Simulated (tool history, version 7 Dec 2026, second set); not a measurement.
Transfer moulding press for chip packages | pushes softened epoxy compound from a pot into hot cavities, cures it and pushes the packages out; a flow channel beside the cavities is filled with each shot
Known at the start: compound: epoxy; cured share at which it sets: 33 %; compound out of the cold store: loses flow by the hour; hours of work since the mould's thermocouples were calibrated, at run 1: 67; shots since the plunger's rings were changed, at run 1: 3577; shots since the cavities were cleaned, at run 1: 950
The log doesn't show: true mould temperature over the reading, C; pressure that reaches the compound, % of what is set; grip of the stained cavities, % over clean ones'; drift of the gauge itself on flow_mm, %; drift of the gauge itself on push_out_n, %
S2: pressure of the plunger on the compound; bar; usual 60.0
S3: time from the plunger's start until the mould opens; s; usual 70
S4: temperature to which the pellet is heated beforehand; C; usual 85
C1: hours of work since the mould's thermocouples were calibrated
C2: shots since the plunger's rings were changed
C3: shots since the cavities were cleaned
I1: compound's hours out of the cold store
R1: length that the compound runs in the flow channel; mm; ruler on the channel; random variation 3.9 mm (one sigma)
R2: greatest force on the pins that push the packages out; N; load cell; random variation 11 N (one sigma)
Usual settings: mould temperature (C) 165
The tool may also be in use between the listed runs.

run 1 hour=0.0 | mould_temperature_(C)=165 S2=60.0 S3=70 S4=85 | C1=67 C2=3577 C3=950 | I1=32.1 | R1=794 R2=1055
run 2 hour=8.7 | mould_temperature_(C)=165 S2=60.0 S3=70 S4=85 | C1=71 C2=3668 C3=1041 | I1=19.6 | R1=844 R2=1124
run 3 hour=18.3 | mould_temperature_(C)=165 S2=60.0 S3=70 S4=85 | C1=76 C2=3769 C3=1142 | I1=17.3 | R1=849 R2=1137
-- hour=22.3 cavities cleaned with cleaning compound and waxed
run 4 hour=34.4 | mould_temperature_(C)=165 S2=60.0 S3=70 S4=85 | C1=83 C2=3921 C3=127 | I1=31.1 | R1=804 R2=650
run 5 hour=48.8 | mould_temperature_(C)=165 S2=60.0 S3=70 S4=88 | C1=90 C2=4072 C3=278 | I1=31.3 | R1=798 R2=816
run 6 hour=61.7 | mould_temperature_(C)=165 S2=60.0 S3=70 S4=87 | C1=97 C2=4206 C3=412 | I1=13.7 | R1=861 R2=944
run 7 hour=72.1 | mould_temperature_(C)=165 S2=60.0 S3=70 S4=87 | C1=102 C2=4315 C3=521 | I1=23.4 | R1=832 R2=976
run 8 hour=78.8 | mould_temperature_(C)=165 S2=60.0 S3=70 S4=80 | C1=105 C2=4385 C3=591 | I1=33.5 | R1=794 R2=989
run 9 hour=88.2 | mould_temperature_(C)=165 S2=60.0 S3=70 S4=80 | C1=110 C2=4484 C3=690 | I1=16.1 | R1=850 R2=1110
run 10 hour=95.0 | mould_temperature_(C)=165 S2=60.0 S3=70 S4=85 | C1=113 C2=4554 C3=760 | I1=21.8 | R1=828 R2=1053
run 11 hour=105.5 | mould_temperature_(C)=165 S2=60.0 S3=70 S4=85 | C1=119 C2=4664 C3=870 | I1=26.5 | R1=810 R2=1045
run 12 hour=113.1 | mould_temperature_(C)=165 S2=60.0 S3=70 S4=85 | C1=122 C2=4743 C3=949 | I1=31.7 | R1=788 R2=1064
run 13 hour=126.7 | mould_temperature_(C)=165 S2=60.0 S3=70 S4=85 | C1=129 C2=4885 C3=1091 | I1=16.0 | R1=840 R2=1156
-- hour=135.7 cavities cleaned with cleaning compound and waxed
run 14 hour=140.3 | mould_temperature_(C)=165 S2=60.0 S3=70 S4=85 | C1=135 C2=5012 C3=48 | I1=45.6 | R1=747 R2=590
run 15 hour=152.0 | mould_temperature_(C)=165 S2=60.0 S3=70 S4=85 | C1=141 C2=5134 C3=170 | I1=47.8 | R1=730 R2=698
-- hour=158.0 plunger's sealing rings changed
run 16 hour=164.9 | mould_temperature_(C)=171 S2=62.0 S3=70 S4=80 | C1=146 C2=73 C3=279 | I1=31.4 | R1=827 R2=601
run 17 hour=173.1 | mould_temperature_(C)=165 S2=60.0 S3=108 S4=84 | C1=150 C2=158 C3=364 | I1=45.2 | R1=778 R2=573
run 18 hour=184.7 | mould_temperature_(C)=165 S2=51.7 S3=52 S4=85 | C1=156 C2=279 C3=485 | I1=10.0 | R1=840 R2=2092
run 19 hour=196.4 | mould_temperature_(C)=165 S2=47.1 S3=70 S4=85 | C1=162 C2=402 C3=608 | I1=28.1 | R1=741 R2=1026
run 20 hour=208.5 | mould_temperature_(C)=159 S2=47.1 S3=76 S4=88 | C1=168 C2=528 C3=734 | I1=47.6 | R1=695 R2=1172
run 21 hour=219.1 | mould_temperature_(C)=159 S2=47.1 S3=76 S4=88 | C1=173 C2=638 C3=844 | I1=35.7 | R1=732 R2=1296
run 22 hour=228.2 | mould_temperature_(C)=157 S2=55.1 S3=70 S4=78 | C1=178 C2=734 C3=940 | I1=8.1 | R1=903 R2=2116
run 23 hour=241.9 | mould_temperature_(C)=172 S2=68.4 S3=55 S4=92 | C1=185 C2=878 C3=1084 | I1=29.0 | R1=861 R2=1247
-- hour=251.5 cavities cleaned with cleaning compound and waxed
run 24 hour=258.5 | mould_temperature_(C)=172 S2=47.6 S3=55 S4=88 | C1=192 C2=1035 C3=73 | I1=26.4 | R1=730 R2=734
run 25 hour=269.3 | mould_temperature_(C)=165 S2=60.0 S3=55 S4=85 | C1=198 C2=1148 C3=186 | I1=16.6 | R1=876 R2=1403
run 26 hour=275.7 | mould_temperature_(C)=165 S2=52.0 S3=74 S4=85 | C1=201 C2=1214 C3=252 | I1=15.3 | R1=817 R2=734
run 27 hour=289.4 | mould_temperature_(C)=165 S2=60.0 S3=70 S4=88 | C1=208 C2=1358 C3=396 | I1=12.0 | R1=885 R2=979
run 28 hour=296.8 | mould_temperature_(C)=165 S2=46.9 S3=80 S4=85 | C1=211 C2=1435 C3=473 | I1=37.8 | R1=705 R2=755
run 29 hour=305.9 | mould_temperature_(C)=165 S2=46.9 S3=80 S4=85 | C1=216 C2=1530 C3=568 | I1=19.3 | R1=761 R2=769

Forecast each of these 4 alternatives for the next run:
run A hour=314.0 | mould_temperature_(C)=159 S2=66.9 S3=80 S4=82 | C1=220 C2=1615 C3=653 | I1=17.8 | R1=? R2=?
run B hour=314.0 | mould_temperature_(C)=170 S2=70.2 S3=80 S4=85 | C1=220 C2=1615 C3=653 | I1=10.7 | R1=? R2=?
run C hour=314.0 | mould_temperature_(C)=165 S2=60.0 S3=70 S4=94 | C1=220 C2=1615 C3=653 | I1=42.6 | R1=? R2=?
run D hour=314.0 | mould_temperature_(C)=169 S2=46.8 S3=80 S4=80 | C1=220 C2=1615 C3=653 | I1=19.6 | R1=? R2=?

run=A R1=940 R2=1213
run=B R1=945 R2=667
run=C R1=775 R2=945
run=D R1=754 R2=713
Without the tool's hidden state the same runs would have given:
run=A R1=952 R2=641
run=B R1=957 R2=359
run=C R1=785 R2=502
run=D R1=764 R2=386
